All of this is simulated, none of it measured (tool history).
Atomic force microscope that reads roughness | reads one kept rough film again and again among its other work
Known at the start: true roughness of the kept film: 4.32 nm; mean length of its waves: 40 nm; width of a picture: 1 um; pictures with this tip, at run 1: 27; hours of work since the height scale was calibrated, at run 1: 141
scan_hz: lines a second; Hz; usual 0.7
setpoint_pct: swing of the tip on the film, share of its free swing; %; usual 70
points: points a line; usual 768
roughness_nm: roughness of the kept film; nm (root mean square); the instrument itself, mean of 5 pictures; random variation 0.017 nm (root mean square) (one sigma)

run,hour,scan_hz,setpoint_pct,points,pictures with this tip,hours of work since the height scale was calibrated,roughness_nm
1,0,0.7,70,768,27,141,3.922
2,11.5,0.7,70,768,43,150,3.883
3,20.9,0.7,70,768,57,157,3.845
4,32.4,0.7,70,768,73,166,3.732
5,40.4,0.7,70,768,84,172,3.751
6,55.2,1.149,70,768,105,184,3.588
7,63.1,1.149,63,768,116,190,3.613
8,76.7,0.7,73,768,135,200,3.568
9,93.8,0.7,73,768,159,214,3.462
10,112.3,0.7,70,768,186,228,3.424
11,121.3,0.7,70,768,198,235,3.374
# hour 129: new tip fitted
12,137.5,0.7,70,768,12,247,3.945
13,148.8,0.7,70,768,27,256,3.896
14,163.5,0.7,70,768,48,267,3.823
15,174.5,1.034,70,768,64,275,3.697
16,190.6,1.034,70,768,86,288,3.678
17,202.8,0.7,60,430,104,297,3.651
18,213.7,0.7,60,430,119,305,3.641
19,228.9,3.275,88,271,141,317,2.986
20,242,0.7,70,882,159,327,3.475
21,253.9,0.7,70,389,176,336,3.452
22,267.3,1.572,70,811,195,347,3.312
# hour 277.5: new tip fitted
23,285.7,1.572,70,811,12,360,3.87
24,299.7,0.571,74,418,32,371,3.857
25,313.8,0.711,89,343,52,382,3.685
26,326.8,0.7,70,717,70,392,3.759
27,339.6,1.92,62,413,88,402,3.632
28,353.4,0.547,83,768,108,413,3.597
29,366,2.222,71,532,125,422,3.44
30,383.2,0.7,79,718,150,436,3.47
31,391.5,0.792,90,478,161,442,3.33

Forecast each of these 3 alternatives for the next run:
A,408.5,1.301,70,768,185,455,?
B,408.5,1.344,68,389,185,455,?
C,408.5,0.913,70,768,185,455,?

run,roughness_nm
A,3.359
B,3.348
C,3.386
Without the tool's hidden state the same runs would have given:
run,roughness_nm
A,3.981
B,3.969
C,4.014

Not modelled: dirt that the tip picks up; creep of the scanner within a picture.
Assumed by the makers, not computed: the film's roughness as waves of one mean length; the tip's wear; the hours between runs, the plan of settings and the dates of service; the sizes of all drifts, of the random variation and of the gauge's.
